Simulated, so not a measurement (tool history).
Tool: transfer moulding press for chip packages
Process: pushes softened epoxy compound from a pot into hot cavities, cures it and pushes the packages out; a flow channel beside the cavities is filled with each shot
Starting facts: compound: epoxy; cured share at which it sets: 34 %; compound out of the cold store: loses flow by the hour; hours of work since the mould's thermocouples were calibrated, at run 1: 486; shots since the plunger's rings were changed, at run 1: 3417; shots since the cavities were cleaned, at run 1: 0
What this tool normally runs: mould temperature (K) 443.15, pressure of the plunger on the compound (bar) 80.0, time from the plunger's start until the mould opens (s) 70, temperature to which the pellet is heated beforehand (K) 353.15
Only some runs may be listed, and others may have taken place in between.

run,hour,mould temperature (K),pressure of the plunger on the compound (bar),time from the plunger's start until the mould opens (s),temperature to which the pellet is heated beforehand (K),hours of work since the mould's thermocouples were calibrated,shots since the plunger's rings were changed,shots since the cavities were cleaned,incoming compound's hours out of the cold store,length that the compound runs in the flow channel (mm),greatest force on the pins that push the packages out (N)
1,0.0,443.15,80.0,70,353.15,486,3417,0,28.6,720,505
# hour 50.8: cavities cleaned with cleaning compound and waxed
2,73.9,443.15,80.0,104,353.15,518,4271,273,24.1,731,411
# hour 104.7: cavities cleaned with cleaning compound and waxed
3,140.5,443.15,80.0,73,353.15,548,5040,423,46.1,681,446
# hour 157.0: cavities cleaned with cleaning compound and waxed
4,183.3,443.15,80.0,73,353.15,566,5527,311,27.0,721,474
# hour 209.2: cavities cleaned with cleaning compound and waxed
5,235.8,443.15,80.0,73,353.15,589,6129,315,36.7,708,477
# hour 261.4: cavities cleaned with cleaning compound and waxed
6,288.0,443.15,80.0,73,353.15,611,6727,313,43.6,681,454
# hour 308.6: plunger's sealing rings changed
# hour 315.8: cavities cleaned with cleaning compound and waxed
7,330.6,443.15,80.0,73,353.15,629,243,175,24.7,734,478
# hour 368.6: cavities cleaned with cleaning compound and waxed
8,390.0,443.15,80.0,73,353.15,654,925,252,11.4,755,479
# hour 420.6: cavities cleaned with cleaning compound and waxed
9,448.7,443.15,80.0,109,353.15,680,1600,331,39.3,699,408
# hour 471.0: cavities cleaned with cleaning compound and waxed
# hour 478.2: mould's thermocouples calibrated
10,502.2,443.15,68.2,70,353.15,11,2191,345,20.4,688,518
# hour 529.1: cavities cleaned with cleaning compound and waxed
11,564.5,443.15,80.0,70,350.15,38,2908,417,40.2,688,496
# hour 580.1: cavities cleaned with cleaning compound and waxed
12,622.4,443.15,80.0,70,353.15,63,3574,499,13.3,756,518
# hour 634.9: cavities cleaned with cleaning compound and waxed
13,673.5,443.15,80.0,70,353.15,85,4159,455,23.9,722,512
# hour 686.4: cavities cleaned with cleaning compound and waxed
# hour 739.7: cavities cleaned with cleaning compound and waxed
14,748.7,443.15,80.0,78,354.15,117,5011,106,23.6,728,459
# hour 793.5: cavities cleaned with cleaning compound and waxed
15,795.9,443.15,80.0,78,354.15,138,5551,29,19.8,744,459
# hour 844.4: cavities cleaned with cleaning compound and waxed
16,860.7,436.15,72.0,77,346.15,166,6297,192,33.1,705,694
# hour 894.3: cavities cleaned with cleaning compound and waxed
# hour 917.4: plunger's sealing rings changed
17,917.4,448.15,92.5,93,357.15,190,0,243,38.2,733,412
# hour 949.5: cavities cleaned with cleaning compound and waxed
18,978.8,443.15,80.0,75,344.15,216,708,346,25.0,734,463
# hour 1004.2: cavities cleaned with cleaning compound and waxed
19,1015.3,443.15,80.0,75,344.15,232,1119,130,24.3,734,485
# hour 1057.2: cavities cleaned with cleaning compound and waxed
20,1088.0,441.15,80.0,71,360.15,264,1960,364,29.6,719,528
# hour 1107.8: cavities cleaned with cleaning compound and waxed
21,1142.9,443.15,80.0,104,353.15,288,2590,414,24.7,738,424
# hour 1161.8: cavities cleaned with cleaning compound and waxed
22,1185.5,443.15,80.0,104,353.15,306,3075,280,12.4,763,427
# hour 1216.1: cavities cleaned with cleaning compound and waxed
23,1255.3,439.15,68.2,70,360.15,336,3881,462,23.0,683,605
# hour 1266.2: cavities cleaned with cleaning compound and waxed
24,1293.4,437.15,68.2,70,360.15,353,4313,321,32.6,674,726
# hour 1318.1: cavities cleaned with cleaning compound and waxed
25,1345.0,442.15,70.9,64,343.15,375,4905,317,45.1,637,606

Below are 3 alternative next runs, each starting from the tool's condition after run 25. Predict each:
# hour 1368.9: cavities cleaned with cleaning compound and waxed
A,1387.6,442.15,60.4,64,343.15,394,5390,221,36.4,?,?
# hour 1368.9: cavities cleaned with cleaning compound and waxed
B,1387.6,445.15,80.0,70,353.15,394,5390,221,13.0,?,?
# hour 1368.9: cavities cleaned with cleaning compound and waxed
C,1387.6,442.15,89.9,54,358.15,394,5390,221,25.9,?,?

run,length that the compound runs in the flow channel (mm),greatest force on the pins that push the packages out (N)
A,602,624
B,754,474
C,765,929
Without the tool's unlogged condition, the same runs would have read:
run,length that the compound runs in the flow channel (mm),greatest force on the pins that push the packages out (N)
A,603,622
B,755,472
C,766,925

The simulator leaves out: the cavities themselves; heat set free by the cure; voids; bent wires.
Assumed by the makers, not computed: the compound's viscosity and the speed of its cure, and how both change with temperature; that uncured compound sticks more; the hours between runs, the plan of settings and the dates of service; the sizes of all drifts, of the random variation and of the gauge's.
